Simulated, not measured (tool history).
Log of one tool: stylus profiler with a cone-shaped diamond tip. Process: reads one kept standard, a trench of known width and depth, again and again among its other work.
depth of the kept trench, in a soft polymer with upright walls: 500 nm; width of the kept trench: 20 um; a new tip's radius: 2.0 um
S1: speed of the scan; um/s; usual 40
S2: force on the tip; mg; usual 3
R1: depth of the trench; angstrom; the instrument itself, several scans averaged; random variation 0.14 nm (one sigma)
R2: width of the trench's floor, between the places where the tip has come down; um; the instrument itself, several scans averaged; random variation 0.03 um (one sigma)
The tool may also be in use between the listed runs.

run 1 hour=0 | S1=40 S2=3 | R1=5035.9 R2=16.03
run 2 hour=102.5 | S1=54 S2=3 | R1=5034.9 R2=15.94
run 3 hour=157.3 | S1=54 S2=3 | R1=5036.5 R2=15.87
run 4 hour=276.1 | S1=12 S2=3 | R1=5035.5 R2=16.03
run 5 hour=381.7 | S1=12 S2=3 | R1=5032.1 R2=16.02
run 6 hour=473.8 | S1=40 S2=1.53 | R1=5012 R2=15.77
run 7 hour=567.8 | S1=40 S2=4.12 | R1=5045.1 R2=15.79
-- hour=631.5 height scale calibrated on a step standard
run 8 hour=685.7 | S1=40 S2=4.12 | R1=5072.4 R2=15.81
run 9 hour=767.8 | S1=40 S2=4.12 | R1=5068.6 R2=15.75
run 10 hour=866.8 | S1=40 S2=4.12 | R1=5071.6 R2=15.75
run 11 hour=996.9 | S1=40 S2=3 | R1=5053.1 R2=15.65
run 12 hour=1119.5 | S1=40 S2=3 | R1=5053.4 R2=15.54
run 13 hour=1193.8 | S1=40 S2=3 | R1=5050.2 R2=15.51
run 14 hour=1289.2 | S1=40 S2=3 | R1=5049.7 R2=15.5
run 15 hour=1418.4 | S1=40 S2=1.11 | R1=5021.8 R2=15.31
run 16 hour=1501.8 | S1=40 S2=1.11 | R1=5020.5 R2=15.26
run 17 hour=1622.6 | S1=55 S2=5.68 | R1=5079.7 R2=15.33
run 18 hour=1741.5 | S1=55 S2=5.68 | R1=5081.5 R2=15.27
run 19 hour=1806.4 | S1=16 S2=1.22 | R1=5018.9 R2=15.35
run 20 hour=1917.7 | S1=28 S2=3 | R1=5044.6 R2=15.32
run 21 hour=2046.1 | S1=53 S2=4.79 | R1=5064.1 R2=15.18
run 22 hour=2102 | S1=53 S2=4.79 | R1=5065.6 R2=15.2
run 23 hour=2200.6 | S1=53 S2=4.79 | R1=5065.7 R2=15.13
run 24 hour=2327.7 | S1=35 S2=1.62 | R1=5017.8 R2=15.05
run 25 hour=2391.2 | S1=16 S2=3 | R1=5039.9 R2=15.18
run 26 hour=2448.2 | S1=16 S2=3 | R1=5041.1 R2=15.12
run 27 hour=2548.4 | S1=16 S2=3 | R1=5039.4 R2=15.09
run 28 hour=2609.5 | S1=16 S2=3 | R1=5035.8 R2=15.06
-- hour=2682.6 new tip fitted, height scale calibrated
run 29 hour=2730.5 | S1=75 S2=1.2 | R1=5030.6 R2=16.77
run 30 hour=2808.7 | S1=75 S2=1.2 | R1=5029.2 R2=16.72

Forecast each of these 3 alternatives for the next run:
run A hour=2880.8 | S1=16 S2=1.2 | R1=? R2=?
run B hour=2880.8 | S1=31 S2=3.03 | R1=? R2=?
run C hour=2880.8 | S1=15 S2=2.03 | R1=? R2=?

run=A R1=5026.2 R2=17.08
run=B R1=5055.3 R2=17.09
run=C R1=5041.2 R2=17.16
Without the tool's hidden state the same runs would have given:
run=A R1=5030.5 R2=17.2
run=B R1=5059.6 R2=17.22
run=C R1=5045.5 R2=17.29

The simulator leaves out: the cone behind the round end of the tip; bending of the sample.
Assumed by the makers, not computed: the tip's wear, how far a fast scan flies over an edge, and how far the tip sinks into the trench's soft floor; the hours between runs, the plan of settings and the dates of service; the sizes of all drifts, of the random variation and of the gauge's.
